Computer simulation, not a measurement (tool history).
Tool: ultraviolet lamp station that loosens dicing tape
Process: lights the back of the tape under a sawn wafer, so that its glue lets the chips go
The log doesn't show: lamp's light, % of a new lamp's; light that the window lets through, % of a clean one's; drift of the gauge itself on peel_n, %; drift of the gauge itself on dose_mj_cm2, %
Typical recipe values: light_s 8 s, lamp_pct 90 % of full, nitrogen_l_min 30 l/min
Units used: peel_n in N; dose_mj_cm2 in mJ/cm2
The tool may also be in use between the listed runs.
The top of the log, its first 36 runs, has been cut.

| run | day | light_s | lamp_pct | nitrogen_l_min | hours of work of the lamp | hours of work since the window was cleaned | peel_n | dose_mj_cm2 |
|---|---|---|---|---|---|---|---|---|
| 37 | 10.967 | 4 | 64 | 30 | 285 | 249 | 3.187 | 113 |
| 38 | 11.154 | 9 | 60 | 47 | 287 | 251 | 0.711 | 247 |
| 39 | 11.454 | 12 | 77 | 14 | 291 | 255 | 0.359 | 425 |
| 40 | 11.8 | 12 | 77 | 14 | 295 | 259 | 0.38 | 428 |
| 41 | 12.096 | 13 | 77 | 27 | 299 | 263 | 0.254 | 466 |
| 42 | 12.383 | 13 | 77 | 27 | 303 | 267 | 0.246 | 462 |
| 43 | 12.571 | 13 | 77 | 27 | 305 | 269 | 0.24 | 459 |
| 44 | 12.888 | 13 | 77 | 27 | 309 | 273 | 0.252 | 462 |
| 45 | 13.175 | 10 | 75 | 39 | 313 | 277 | 0.368 | 340 |

Branching from run 45: 3 alternative next runs. What would each branch give?
| A | 13.496 | 7 | 75 | 30 | 317 | 281 | ? | ? |
| B | 13.496 | 6 | 75 | 39 | 317 | 281 | ? | ? |
| C | 13.496 | 8 | 75 | 29 | 317 | 281 | ? | ? |

| run | peel_n | dose_mj_cm2 |
|---|---|---|
| A | 0.913 | 239 |
| B | 1.156 | 207 |
| C | 0.69 | 275 |
The same runs, with their run-to-run variation unchanged, on a tool lacking any hidden condition would have given:
| run | peel_n | dose_mj_cm2 |
|---|---|---|
| A | 0.622 | 283 |
| B | 0.8 | 245 |
| C | 0.47 | 326 |
